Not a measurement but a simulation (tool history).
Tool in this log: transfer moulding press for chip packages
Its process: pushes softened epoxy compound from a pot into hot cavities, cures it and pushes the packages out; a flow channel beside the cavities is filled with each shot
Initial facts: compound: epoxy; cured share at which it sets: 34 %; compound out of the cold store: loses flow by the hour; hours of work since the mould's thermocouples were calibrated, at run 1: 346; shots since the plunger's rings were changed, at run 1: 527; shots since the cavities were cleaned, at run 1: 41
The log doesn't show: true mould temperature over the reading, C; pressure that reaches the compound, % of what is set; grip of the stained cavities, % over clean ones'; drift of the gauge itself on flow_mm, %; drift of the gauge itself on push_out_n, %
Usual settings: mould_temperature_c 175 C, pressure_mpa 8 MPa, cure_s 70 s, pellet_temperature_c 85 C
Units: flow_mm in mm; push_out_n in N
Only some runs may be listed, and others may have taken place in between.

run,hour,mould_temperature_c,pressure_mpa,cure_s,pellet_temperature_c,hours of work since the mould's thermocouples were calibrated,shots since the plunger's rings were changed,shots since the cavities were cleaned,incoming compound's hours out of the cold store,flow_mm,push_out_n
1,0,175,8,70,85,346,527,41,38.6,612,349
2,36.7,175,8,70,80,369,1040,554,28.4,629,435
# hour 70.4: cavities cleaned with cleaning compound and waxed
3,74.1,175,8,70,80,391,1540,52,42.7,598,327
# hour 143.7: cavities cleaned with cleaning compound and waxed
4,147.4,175,8,70,80,435,2541,50,34.7,602,342
# hour 208.5: plunger's sealing rings changed
# hour 220.1: cavities cleaned with cleaning compound and waxed
5,226.7,175,8,70,80,482,232,92,27.8,641,357
# hour 294.8: cavities cleaned with cleaning compound and waxed
6,306.2,175,8,70,80,530,1321,159,37.8,611,375
7,354.7,175,8.86,70,85,560,1997,835,38.4,636,465
# hour 366.2: cavities cleaned with cleaning compound and waxed
8,433.5,175,8.86,74,85,607,3077,940,45.6,607,425
# hour 442.2: cavities cleaned with cleaning compound and waxed
# hour 461.5: plunger's sealing rings changed
9,501.5,175,8.86,74,85,647,557,792,18.1,686,453
# hour 521.6: cavities cleaned with cleaning compound and waxed
10,539.2,175,8.86,74,85,669,1062,245,47,629,363
# hour 593.5: cavities cleaned with cleaning compound and waxed
11,617.9,175,8,70,85,717,2139,341,28.4,621,422
12,662,175,8,70,85,744,2754,956,20.1,634,491
# hour 667.7: cavities cleaned with cleaning compound and waxed
# hour 679.8: mould's thermocouples calibrated
# hour 715.3: plunger's sealing rings changed
# hour 747.7: cavities cleaned with cleaning compound and waxed
13,751.7,175,8,70,85,42,486,55,30.1,630,340
14,788,175,8.62,70,80,64,993,562,23.5,661,430
# hour 818.9: cavities cleaned with cleaning compound and waxed
15,860.4,175,8.62,70,80,108,1982,578,11.6,671,445
# hour 895.9: cavities cleaned with cleaning compound and waxed
16,943.9,173,9.2,71,93,159,3127,670,14.5,689,505
# hour 964.7: plunger's sealing rings changed
# hour 973.3: cavities cleaned with cleaning compound and waxed
17,1029.7,180,9.73,75,93,209,885,786,17.2,700,354
# hour 1050: cavities cleaned with cleaning compound and waxed
18,1064.8,180,9.73,75,93,230,1355,206,30.6,666,303
19,1100.4,180,6.45,52,93,252,1851,702,37.4,529,520
# hour 1122.1: cavities cleaned with cleaning compound and waxed
20,1159.3,168,8,57,78,287,2653,520,39.4,617,1106
# hour 1197.9: cavities cleaned with cleaning compound and waxed
21,1207.4,175,8,70,88,316,3302,133,26.8,612,353
# hour 1213.7: plunger's sealing rings changed
22,1265.1,178,7.97,64,83,350,717,903,26.9,627,462
# hour 1276: cavities cleaned with cleaning compound and waxed
23,1304.2,169,9.4,70,85,373,1242,393,41.5,677,649
# hour 1350.4: cavities cleaned with cleaning compound and waxed
24,1380.6,181,7.99,70,85,420,2287,421,26.7,597,333

Expected results for the next run?
# hour 1423.9: cavities cleaned with cleaning compound and waxed
25,1440.8,169,7.45,93,85,456,3106,236,41.7,?,?

flow_mm: 580 mm
push_out_n: 351 N
Were there no unlogged condition in the tool, this run, its random variation unchanged, would have produced flow_mm 608 mm, push_out_n 284 N.

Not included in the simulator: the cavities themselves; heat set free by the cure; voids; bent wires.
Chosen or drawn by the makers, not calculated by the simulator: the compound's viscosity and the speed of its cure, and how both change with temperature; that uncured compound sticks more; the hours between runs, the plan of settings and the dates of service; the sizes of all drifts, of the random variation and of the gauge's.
